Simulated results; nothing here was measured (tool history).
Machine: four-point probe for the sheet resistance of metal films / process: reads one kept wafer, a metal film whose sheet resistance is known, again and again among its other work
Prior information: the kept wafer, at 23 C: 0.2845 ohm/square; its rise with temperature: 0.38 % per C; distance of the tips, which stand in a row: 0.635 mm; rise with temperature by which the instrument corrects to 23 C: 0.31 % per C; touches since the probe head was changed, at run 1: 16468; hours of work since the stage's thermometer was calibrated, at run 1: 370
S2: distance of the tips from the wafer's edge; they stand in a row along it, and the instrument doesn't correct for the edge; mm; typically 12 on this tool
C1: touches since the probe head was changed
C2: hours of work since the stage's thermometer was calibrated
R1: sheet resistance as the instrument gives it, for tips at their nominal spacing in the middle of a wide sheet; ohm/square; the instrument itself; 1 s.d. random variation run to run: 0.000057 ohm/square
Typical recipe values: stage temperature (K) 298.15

run 1 hour=0.0 | stage_temperature_(K)=298.15 S2=12 | C1=16468 C2=370 | R1=0.285090
run 2 hour=20.4 | stage_temperature_(K)=298.15 S2=12 | C1=16883 C2=379 | R1=0.285038
run 3 hour=37.8 | stage_temperature_(K)=298.15 S2=12 | C1=17237 C2=387 | R1=0.285020
run 4 hour=48.0 | stage_temperature_(K)=298.15 S2=12 | C1=17444 C2=392 | R1=0.285144
run 5 hour=69.2 | stage_temperature_(K)=298.15 S2=12 | C1=17876 C2=401 | R1=0.285168
run 6 hour=86.1 | stage_temperature_(K)=298.15 S2=12 | C1=18219 C2=409 | R1=0.284997
run 7 hour=95.8 | stage_temperature_(K)=298.15 S2=74 | C1=18416 C2=414 | R1=0.284719
run 8 hour=106.3 | stage_temperature_(K)=298.15 S2=12 | C1=18631 C2=418 | R1=0.285138
run 9 hour=123.6 | stage_temperature_(K)=298.15 S2=12 | C1=18982 C2=426 | R1=0.285091
run 10 hour=137.2 | stage_temperature_(K)=298.15 S2=74 | C1=19260 C2=433 | R1=0.284678
run 11 hour=147.8 | stage_temperature_(K)=298.15 S2=12 | C1=19476 C2=437 | R1=0.285071
run 12 hour=163.2 | stage_temperature_(K)=298.15 S2=12 | C1=19788 C2=444 | R1=0.285145
run 13 hour=178.9 | stage_temperature_(K)=298.15 S2=12 | C1=20109 C2=452 | R1=0.285222
run 14 hour=189.1 | stage_temperature_(K)=298.15 S2=12 | C1=20316 C2=456 | R1=0.285154
run 15 hour=204.5 | stage_temperature_(K)=298.15 S2=12 | C1=20630 C2=463 | R1=0.285196
run 16 hour=221.0 | stage_temperature_(K)=298.15 S2=68 | C1=20964 C2=471 | R1=0.284739
run 17 hour=230.6 | stage_temperature_(K)=298.15 S2=68 | C1=21159 C2=475 | R1=0.284781
run 18 hour=242.9 | stage_temperature_(K)=298.15 S2=12 | C1=21409 C2=481 | R1=0.285288
run 19 hour=252.4 | stage_temperature_(K)=298.15 S2=12 | C1=21603 C2=485 | R1=0.285193
run 20 hour=266.2 | stage_temperature_(K)=298.15 S2=12 | C1=21884 C2=491 | R1=0.285267
run 21 hour=277.5 | stage_temperature_(K)=298.15 S2=12 | C1=22115 C2=497 | R1=0.285169
run 22 hour=299.1 | stage_temperature_(K)=298.15 S2=12 | C1=22553 C2=506 | R1=0.285160
run 23 hour=320.1 | stage_temperature_(K)=295.15 S2=13 | C1=22982 C2=516 | R1=0.284561
run 24 hour=340.6 | stage_temperature_(K)=300.15 S2=5 | C1=23398 C2=525 | R1=0.287846
run 25 hour=358.2 | stage_temperature_(K)=294.15 S2=13 | C1=23757 C2=534 | R1=0.284473
run 26 hour=372.9 | stage_temperature_(K)=292.15 S2=5 | C1=24055 C2=540 | R1=0.286237
run 27 hour=382.9 | stage_temperature_(K)=306.15 S2=13 | C1=24260 C2=545 | R1=0.286867
run 28 hour=400.4 | stage_temperature_(K)=306.15 S2=13 | C1=24614 C2=553 | R1=0.286882
run 29 hour=417.7 | stage_temperature_(K)=294.15 S2=33 | C1=24968 C2=561 | R1=0.284121
run 30 hour=430.4 | stage_temperature_(K)=304.15 S2=11 | C1=25226 C2=567 | R1=0.286671
run 31 hour=444.7 | stage_temperature_(K)=298.15 S2=62 | C1=25517 C2=573 | R1=0.285091
run 32 hour=455.1 | stage_temperature_(K)=298.15 S2=4 | C1=25728 C2=578 | R1=0.288773
run 33 hour=465.6 | stage_temperature_(K)=301.15 S2=14 | C1=25942 C2=583 | R1=0.285844
run 34 hour=478.9 | stage_temperature_(K)=304.15 S2=27 | C1=26212 C2=589 | R1=0.286313
run 35 hour=499.6 | stage_temperature_(K)=296.15 S2=17 | C1=26633 C2=598 | R1=0.284933
run 36 hour=512.1 | stage_temperature_(K)=296.15 S2=5 | C1=26888 C2=604 | R1=0.287079
run 37 hour=530.1 | stage_temperature_(K)=295.15 S2=5 | C1=27254 C2=612 | R1=0.286889
run 38 hour=541.6 | stage_temperature_(K)=295.15 S2=60 | C1=27488 C2=617 | R1=0.284385
run 39 hour=551.6 | stage_temperature_(K)=292.15 S2=42 | C1=27692 C2=622 | R1=0.283813
run 40 hour=563.2 | stage_temperature_(K)=304.15 S2=10 | C1=27927 C2=627 | R1=0.286837
run 41 hour=572.9 | stage_temperature_(K)=294.15 S2=12 | C1=28126 C2=632 | R1=0.284816
run 42 hour=584.3 | stage_temperature_(K)=294.15 S2=12 | C1=28358 C2=637 | R1=0.284636
run 43 hour=605.1 | stage_temperature_(K)=301.15 S2=27 | C1=28780 C2=646 | R1=0.285774
run 44 hour=619.9 | stage_temperature_(K)=301.15 S2=27 | C1=29082 C2=653 | R1=0.285687

Each row is a separate what-if for the run after 44, all from the same tool condition, not one after another. Results?
run A hour=637.4 | stage_temperature_(K)=299.15 S2=53 | C1=29438 C2=661 | R1=?
run B hour=637.4 | stage_temperature_(K)=298.15 S2=12 | C1=29438 C2=661 | R1=?
run C hour=637.4 | stage_temperature_(K)=298.15 S2=35 | C1=29438 C2=661 | R1=?

run=A R1=0.285240
run=B R1=0.285519
run=C R1=0.285162
With no hidden state in the tool, these same runs would have given:
run=A R1=0.285034
run=B R1=0.285313
run=C R1=0.284956
